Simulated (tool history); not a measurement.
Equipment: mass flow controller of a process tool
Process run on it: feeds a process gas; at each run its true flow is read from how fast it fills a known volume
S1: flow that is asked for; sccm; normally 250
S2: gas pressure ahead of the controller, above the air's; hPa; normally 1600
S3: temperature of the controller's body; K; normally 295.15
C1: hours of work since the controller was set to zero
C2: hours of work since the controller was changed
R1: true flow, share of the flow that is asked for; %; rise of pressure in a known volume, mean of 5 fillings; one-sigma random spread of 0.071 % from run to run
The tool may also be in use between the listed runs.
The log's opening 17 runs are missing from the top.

run 18 hour=5129.1 | S1=250 S2=1600 S3=295.15 | C1=1991 C2=8713 | R1=100.46
run 19 hour=5357.1 | S1=250 S2=1600 S3=295.15 | C1=2138 C2=8860 | R1=100.66
run 20 hour=5583.5 | S1=461 S2=1600 S3=302.15 | C1=2285 C2=9006 | R1=100.29
run 21 hour=5965.7 | S1=461 S2=1600 S3=302.15 | C1=2531 C2=9252 | R1=100.37
run 22 hour=6205.4 | S1=76 S2=1600 S3=308.15 | C1=2686 C2=9407 | R1=99.32
run 23 hour=6559.7 | S1=127 S2=1600 S3=308.15 | C1=2914 C2=9636 | R1=99.57
run 24 hour=6924.5 | S1=250 S2=2070 S3=293.15 | C1=3149 C2=9871 | R1=101.46
-- hour=7020.7 controller exchanged for a calibrated one
run 25 hour=7283.4 | S1=62 S2=1600 S3=301.15 | C1=169 C2=169 | R1=100.18
run 26 hour=7561.7 | S1=62 S2=1600 S3=301.15 | C1=349 C2=349 | R1=100.08
run 27 hour=7921.3 | S1=250 S2=2080 S3=295.15 | C1=581 C2=581 | R1=101.42
run 28 hour=8223.8 | S1=250 S2=1490 S3=296.15 | C1=776 C2=776 | R1=100.89
run 29 hour=8581.8 | S1=250 S2=1600 S3=304.15 | C1=1007 C2=1007 | R1=100.22
run 30 hour=8749.3 | S1=103 S2=2580 S3=294.15 | C1=1115 C2=1115 | R1=101.73
run 31 hour=9141.1 | S1=387 S2=2410 S3=295.15 | C1=1368 C2=1368 | R1=102.05
-- hour=9211.1 gauge calibrated
run 32 hour=9365.8 | S1=387 S2=2410 S3=295.15 | C1=1513 C2=1513 | R1=100.42
run 33 hour=9760.0 | S1=116 S2=2410 S3=295.15 | C1=1767 C2=1767 | R1=100.13
run 34 hour=10007.1 | S1=250 S2=1600 S3=298.15 | C1=1926 C2=1926 | R1=99.52
run 35 hour=10236.0 | S1=250 S2=1740 S3=295.15 | C1=2074 C2=2074 | R1=99.95
run 36 hour=10582.8 | S1=250 S2=1740 S3=295.15 | C1=2298 C2=2298 | R1=99.92
run 37 hour=10859.1 | S1=177 S2=2360 S3=308.15 | C1=2476 C2=2476 | R1=99.37
run 38 hour=11051.5 | S1=177 S2=2360 S3=308.15 | C1=2600 C2=2600 | R1=99.37

3 ways to go on from here, each from the tool as it stands after run 38. What would each give?
run A hour=11338.4 | S1=250 S2=1600 S3=302.15 | C1=2785 C2=2785 | R1=?
run B hour=11338.4 | S1=250 S2=2580 S3=295.15 | C1=2785 C2=2785 | R1=?
run C hour=11338.4 | S1=494 S2=2720 S3=297.15 | C1=2785 C2=2785 | R1=?

run=A R1=99.37
run=B R1=100.82
run=C R1=100.82
Without the tool's unlogged condition, the same runs would have read:
run=A R1=99.00
run=B R1=100.45
run=C R1=100.45
